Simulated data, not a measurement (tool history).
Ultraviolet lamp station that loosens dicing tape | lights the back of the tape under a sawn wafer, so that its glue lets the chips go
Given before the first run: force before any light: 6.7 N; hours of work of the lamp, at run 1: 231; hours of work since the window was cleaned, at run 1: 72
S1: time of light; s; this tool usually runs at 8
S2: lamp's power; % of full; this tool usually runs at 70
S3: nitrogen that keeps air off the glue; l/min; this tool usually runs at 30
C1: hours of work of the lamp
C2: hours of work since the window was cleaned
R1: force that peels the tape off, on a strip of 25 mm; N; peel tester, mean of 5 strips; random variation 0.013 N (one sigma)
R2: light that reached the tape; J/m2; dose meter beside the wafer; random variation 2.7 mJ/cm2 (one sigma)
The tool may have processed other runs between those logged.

| run | hour | S1 | S2 | S3 | C1 | C2 | R1 | R2 |
|---|---|---|---|---|---|---|---|---|
| 1 | 0.0 | 8 | 70 | 30 | 231 | 72 | 0.733 | 3280 |
| 2 | 60.2 | 8 | 70 | 30 | 278 | 119 | 0.791 | 3130 |
| 3 | 139.7 | 8 | 70 | 30 | 340 | 181 | 0.893 | 2950 |
|  | 167.8 | window cleaned of glue's vapour |
| 4 | 218.1 | 8 | 70 | 30 | 401 | 39 | 0.736 | 3300 |
| 5 | 298.1 | 8 | 70 | 30 | 464 | 102 | 0.867 | 3030 |
| 6 | 341.5 | 8 | 70 | 30 | 498 | 136 | 0.881 | 2990 |
| 7 | 419.0 | 8 | 65 | 30 | 558 | 197 | 1.150 | 2600 |
|  | 427.9 | window cleaned of glue's vapour |
| 8 | 520.9 | 8 | 85 | 30 | 638 | 73 | 0.584 | 3630 |
| 9 | 573.9 | 8 | 85 | 30 | 679 | 114 | 0.674 | 3510 |
| 10 | 630.3 | 8 | 70 | 27 | 723 | 158 | 1.050 | 2810 |
|  | 690.5 | window cleaned of glue's vapour |
| 11 | 711.2 | 8 | 73 | 30 | 786 | 16 | 0.798 | 3140 |
| 12 | 780.6 | 8 | 73 | 30 | 841 | 71 | 0.887 | 2940 |
| 13 | 865.8 | 8 | 73 | 30 | 907 | 137 | 0.993 | 2820 |
| 14 | 926.2 | 7 | 70 | 30 | 955 | 184 | 1.485 | 2190 |
|  | 953.0 | window cleaned of glue's vapour |
| 15 | 986.7 | 6 | 70 | 30 | 1002 | 26 | 1.490 | 2100 |
| 16 | 1082.9 | 8 | 70 | 30 | 1077 | 102 | 1.064 | 2630 |
| 17 | 1129.1 | 8 | 70 | 30 | 1113 | 138 | 1.233 | 2520 |
|  | 1212.1 | window cleaned of glue's vapour |
| 18 | 1224.7 | 8 | 66 | 30 | 1187 | 10 | 1.162 | 2580 |
| 19 | 1317.1 | 8 | 66 | 30 | 1260 | 82 | 1.350 | 2320 |
| 20 | 1397.8 | 8 | 66 | 30 | 1323 | 145 | 1.475 | 2180 |
| 21 | 1464.5 | 8 | 66 | 30 | 1375 | 198 | 1.648 | 2030 |
|  | 1476.5 | window cleaned of glue's vapour |
| 22 | 1537.9 | 8 | 78 | 30 | 1432 | 48 | 1.092 | 2720 |
| 23 | 1600.0 | 8 | 78 | 30 | 1481 | 97 | 1.191 | 2530 |
|  | 1672.9 | lamp changed |
| 24 | 1685.4 | 8 | 70 | 26 | 10 | 163 | 0.836 | 3250 |
|  | 1735.7 | window cleaned of glue's vapour |
| 25 | 1774.4 | 8 | 70 | 30 | 79 | 30 | 0.646 | 3520 |
| 26 | 1850.7 | 6 | 87 | 42 | 139 | 90 | 0.675 | 3130 |
| 27 | 1907.7 | 7 | 70 | 30 | 183 | 135 | 1.002 | 2800 |
|  | 1999.3 | window cleaned of glue's vapour |
| 28 | 2000.2 | 9 | 78 | 50 | 255 | 1 | 0.318 | 4340 |
| 29 | 2099.6 | 9 | 78 | 50 | 333 | 79 | 0.361 | 4080 |
| 30 | 2180.5 | 9 | 78 | 50 | 397 | 142 | 0.422 | 3770 |
|  | 2262.5 | window cleaned of glue's vapour |
| 31 | 2269.3 | 9 | 78 | 50 | 466 | 5 | 0.362 | 4130 |
| 32 | 2373.6 | 9 | 78 | 50 | 547 | 87 | 0.390 | 3820 |
| 33 | 2471.9 | 11 | 78 | 35 | 624 | 164 | 0.394 | 4280 |
|  | 2525.3 | window cleaned of glue's vapour |
| 34 | 2544.3 | 14 | 82 | 35 | 680 | 15 | 0.220 | 6250 |
| 35 | 2631.3 | 5 | 82 | 36 | 749 | 83 | 1.461 | 2090 |
| 36 | 2707.8 | 5 | 82 | 36 | 808 | 143 | 1.561 | 1950 |
|  | 2788.6 | window cleaned of glue's vapour |
| 37 | 2801.4 | 11 | 74 | 30 | 881 | 10 | 0.453 | 4210 |
| 38 | 2891.8 | 13 | 70 | 11 | 952 | 81 | 0.885 | 4360 |
| 39 | 2954.8 | 11 | 70 | 16 | 1001 | 130 | 1.010 | 3460 |
| 40 | 2996.6 | 11 | 70 | 16 | 1034 | 163 | 1.049 | 3350 |
| 41 | 3039.3 | 11 | 70 | 16 | 1067 | 196 | 1.109 | 3290 |

Predict each of these 4 candidate next runs independently; none follows another, all start after run 41:
|  | 3051.1 | window cleaned of glue's vapour |
| A | 3131.9 | 13 | 87 | 17 | 1139 | 63 | ? | ? |
|  | 3051.1 | window cleaned of glue's vapour |
| B | 3131.9 | 9 | 67 | 11 | 1139 | 63 | ? | ? |
|  | 3051.1 | window cleaned of glue's vapour |
| C | 3131.9 | 6 | 70 | 11 | 1139 | 63 | ? | ? |
|  | 3051.1 | window cleaned of glue's vapour |
| D | 3131.9 | 11 | 80 | 55 | 1139 | 63 | ? | ? |

| run | R1 | R2 |
|---|---|---|
| A | 0.440 | 5260 |
| B | 1.797 | 2810 |
| C | 2.609 | 1920 |
| D | 0.345 | 4100 |
Stripped of hidden state, with their random variation kept, the same runs would have yielded:
| run | R1 | R2 |
|---|---|---|
| A | 0.230 | 7580 |
| B | 1.041 | 4030 |
| C | 1.749 | 2780 |
| D | 0.203 | 5890 |
